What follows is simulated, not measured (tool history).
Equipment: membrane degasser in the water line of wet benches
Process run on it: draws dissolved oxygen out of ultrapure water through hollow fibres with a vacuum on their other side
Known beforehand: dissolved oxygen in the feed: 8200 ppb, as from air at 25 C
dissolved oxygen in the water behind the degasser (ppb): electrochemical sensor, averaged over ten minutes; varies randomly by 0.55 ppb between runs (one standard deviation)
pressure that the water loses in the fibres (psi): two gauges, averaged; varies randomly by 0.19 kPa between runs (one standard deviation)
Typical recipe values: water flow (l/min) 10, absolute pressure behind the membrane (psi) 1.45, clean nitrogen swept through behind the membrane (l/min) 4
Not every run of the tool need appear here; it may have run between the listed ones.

run    hour  water flow (l/min)  absolute pressure behind the membrane (psi)  clean nitrogen swept through behind the membrane (l/min)  dissolved oxygen in the water behind the degasser (ppb)  pressure that the water loses in the fibres (psi)
  1       0                  10                                         1.45                                                         4                                                     46.3                                              5.532
  2   124.1                  10                                         1.45                                                         4                                                     46.7                                              5.504
  3     245                  10                                         1.45                                                         4                                                     46.3                                              5.527
  4   318.6                  10                                         1.45                                                         4                                                     45.8                                              5.511
  5   468.3                  10                                         1.45                                                         4                                                     46.1                                              5.555
  6   639.8                  10                                         1.45                                                         4                                                     46.5                                              5.552
  7   812.6                  10                                         1.45                                                         4                                                     45.8                                              5.552
  8   988.5                  10                                         1.45                                                         4                                                     44.4                                              5.564
  9  1141.7                  10                                         1.45                                                         4                                                     45.1                                              5.553
 10    1311                  16                                         1.45                                                      3.12                                                    111.7                                              8.902
 11  1400.4                  16                                         1.45                                                      3.12                                                    107.3                                              8.855
 12  1571.8                  16                                         1.48                                                      3.12                                                    111.2                                              8.826
 13  1673.1                  13                                         1.45                                                      5.32                                                     52.1                                              7.192
 14  1856.4                   8                                         1.68                                                      7.27                                                     24.2                                              4.427

What does the tool deliver on the next run?
 15  1979.7                   9                                         2.87                                                       3.9                                                        ?                                                  ?

Run 15 gave dissolved oxygen in the water behind the degasser (ppb) 98.1, pressure that the water loses in the fibres (psi) 4.966.
With the hidden condition absent and the run-to-run variation left alone, this run would have shown dissolved oxygen in the water behind the degasser (ppb) 98, pressure that the water loses in the fibres (psi) 4.963.
